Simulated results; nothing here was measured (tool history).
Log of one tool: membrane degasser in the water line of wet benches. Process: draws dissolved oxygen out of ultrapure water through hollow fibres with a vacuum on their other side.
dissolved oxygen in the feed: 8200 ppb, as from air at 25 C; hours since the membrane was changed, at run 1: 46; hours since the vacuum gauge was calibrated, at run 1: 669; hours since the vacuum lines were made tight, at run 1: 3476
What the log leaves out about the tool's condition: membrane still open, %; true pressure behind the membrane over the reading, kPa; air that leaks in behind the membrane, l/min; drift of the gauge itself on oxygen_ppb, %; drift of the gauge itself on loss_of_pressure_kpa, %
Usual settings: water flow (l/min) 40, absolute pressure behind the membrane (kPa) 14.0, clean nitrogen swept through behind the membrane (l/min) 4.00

run   hour  water flow (l/min)  absolute pressure behind the membrane (kPa)  clean nitrogen swept through behind the membrane (l/min)  hours since the membrane was changed  hours since the vacuum gauge was calibrated  hours since the vacuum lines were made tight  dissolved oxygen in the water behind the degasser (ppb)  pressure that the water loses in the fibres (kPa)
  1    0.0                  40                                         14.0                                                      4.00                                    46                                          669                                          3476                                                    338.3                                              58.33
  2   32.3                  40                                         14.0                                                      4.00                                    79                                          701                                          3508                                                    338.9                                              58.46
  3   67.3                  40                                         14.0                                                      4.00                                   114                                          736                                          3543                                                    342.2                                              58.03
  4  100.4                  32                                         14.0                                                      4.00                                   147                                          769                                          3576                                                    244.6                                              46.35
  5  124.3                  40                                         14.0                                                      4.11                                   171                                          793                                          3600                                                    332.7                                              58.26
  6  168.6                  40                                         14.0                                                      2.11                                   215                                          837                                          3644                                                    524.7                                              58.18
  7  187.8                  28                                         14.0                                                      2.11                                   234                                          856                                          3663                                                    348.0                                              41.01
  8  225.2                  40                                          9.6                                                      4.00                                   272                                          894                                          3701                                                    239.3                                              58.59
  9  248.0                  40                                          9.6                                                      4.00                                   294                                          917                                          3724                                                    240.8                                              58.15
 10  268.4                  40                                          9.6                                                      4.00                                   315                                          937                                          3744                                                    240.5                                              58.09
 11  288.9                  40                                         14.0                                                      7.75                                   335                                          958                                          3764                                                    226.9                                              58.20
 12  312.8                  40                                         14.0                                                      7.75                                   359                                          982                                          3788                                                    226.3                                              58.09
 13  351.2                  40                                         14.0                                                     10.79                                   398                                         1020                                          3827                                                    187.9                                              58.13
 14  376.6                  25                                          8.7                                                      2.45                                   423                                         1045                                          3852                                                    149.7                                              36.24
     381.0  -- vacuum gauge calibrated
 15  418.7                  60                                         14.0                                                      2.61                                   465                                           38                                          3894                                                    772.7                                              87.34
 16  453.8                  40                                          9.3                                                     11.97                                   500                                           73                                          3929                                                    141.2                                              58.28
 17  474.9                  49                                         24.3                                                      7.69                                   521                                           94                                          3950                                                    471.4                                              71.57
 18  513.3                  36                                         14.0                                                      2.30                                   559                                          132                                          3988                                                    439.6                                              52.64
     516.4  -- vacuum gauge calibrated, once more
 19  557.7                  36                                         14.0                                                      2.30                                   603                                           41                                          4032                                                    430.1                                              52.73
 20  577.6                  40                                         14.0                                                      4.76                                   623                                           61                                          4052                                                    298.8                                              58.60
 21  621.8                  25                                         30.1                                                      3.30                                   667                                          105                                          4096                                                    482.9                                              36.20
 22  666.6                  25                                         30.1                                                      3.30                                   712                                          150                                          4141                                                    480.5                                              36.67
 23  707.2                  32                                         19.7                                                      2.87                                   753                                          191                                          4182                                                    454.7                                              46.74
 24  751.4                  27                                         21.9                                                      8.24                                   797                                          235                                          4226                                                    171.8                                              39.30
 25  791.9                  40                                         18.6                                                      4.00                                   837                                          276                                          4267                                                    440.3                                              58.27

How the hidden state differs across the entries between the runs, from the last listed run before each to the first after it:
In the gap between runs 14 and 15: vacuum gauge calibrated (hour 381.0)
  true pressure behind the membrane over the reading, kPa: 0.09 -> 0.12; air that leaks in behind the membrane, l/min: 0.0138 -> 0.0139
  measured value less the no-hidden-state value, dissolved oxygen in the water behind the degasser (ppb): +3.8 -> +8.1
In the gap between runs 18 and 19: vacuum gauge calibrated, once more (hour 516.4)
  true pressure behind the membrane over the reading, kPa: 0.13 -> -0.03; air that leaks in behind the membrane, l/min: 0.0142 -> 0.0143
  measured value less the no-hidden-state value, dissolved oxygen in the water behind the degasser (ppb): +7.2 -> +2.2
